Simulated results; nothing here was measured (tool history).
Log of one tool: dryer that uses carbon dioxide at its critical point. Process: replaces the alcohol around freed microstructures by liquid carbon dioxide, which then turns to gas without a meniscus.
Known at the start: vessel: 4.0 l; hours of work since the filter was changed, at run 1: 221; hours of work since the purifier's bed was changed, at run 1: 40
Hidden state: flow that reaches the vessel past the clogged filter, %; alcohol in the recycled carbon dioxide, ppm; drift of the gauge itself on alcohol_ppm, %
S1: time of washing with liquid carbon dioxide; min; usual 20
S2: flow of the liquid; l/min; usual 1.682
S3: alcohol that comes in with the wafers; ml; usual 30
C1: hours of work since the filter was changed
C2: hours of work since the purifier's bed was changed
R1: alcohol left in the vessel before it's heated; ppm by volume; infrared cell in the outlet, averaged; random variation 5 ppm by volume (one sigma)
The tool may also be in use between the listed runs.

run,hour,S1,S2,S3,C1,C2,R1
1,0.0,20,1.682,30,221,40,35
2,11.1,20,1.682,30,225,44,38
3,16.9,20,1.682,30,227,45,49
4,28.8,20,1.682,30,230,49,34
5,35.8,20,1.870,30,233,52,36
6,46.1,20,1.870,30,236,55,28
7,54.1,20,1.870,30,239,58,22
8,63.9,20,1.060,30,242,61,263
9,73.6,20,1.600,30,245,64,49
10,84.7,20,1.600,30,249,68,45
11,90.0,20,1.600,30,250,69,52
12,100.1,20,1.682,20,254,73,41
13,107.0,20,1.682,20,256,75,38
14,112.4,20,1.682,20,258,77,40
15,118.1,20,1.682,20,260,79,35
16,124.0,20,1.682,30,262,81,53
17,133.5,20,1.400,30,265,84,96
18,139.5,20,1.400,30,267,86,89
19,145.0,20,1.600,30,268,87,56
20,152.2,20,1.600,30,271,90,66
21,159.1,31,1.682,42,273,92,24
22,164.9,20,1.682,42,275,94,66
23,176.5,20,1.682,42,279,98,67
24,183.1,20,1.850,119,281,100,95
25,188.3,20,2.110,52,283,102,31
26,197.9,22,2.110,61,286,105,35
27,208.2,22,2.110,61,289,108,35
28,214.1,24,1.150,54,291,110,184
29,225.9,24,1.150,54,295,114,191
30,237.7,20,1.180,54,299,118,330

Forecast each of these 5 alternatives for the next run:
A,246.3,16,1.040,54,302,121,?
B,246.3,20,1.682,76,302,121,?
C,246.3,20,2.570,30,302,121,?
D,246.3,20,1.380,22,302,121,?
E,246.3,19,2.430,30,302,121,?

run,R1
A,962
B,110
C,25
D,99
E,33
Without the tool's hidden state the same runs would have given:
run,R1
A,622
B,40
C,4
D,46
E,10

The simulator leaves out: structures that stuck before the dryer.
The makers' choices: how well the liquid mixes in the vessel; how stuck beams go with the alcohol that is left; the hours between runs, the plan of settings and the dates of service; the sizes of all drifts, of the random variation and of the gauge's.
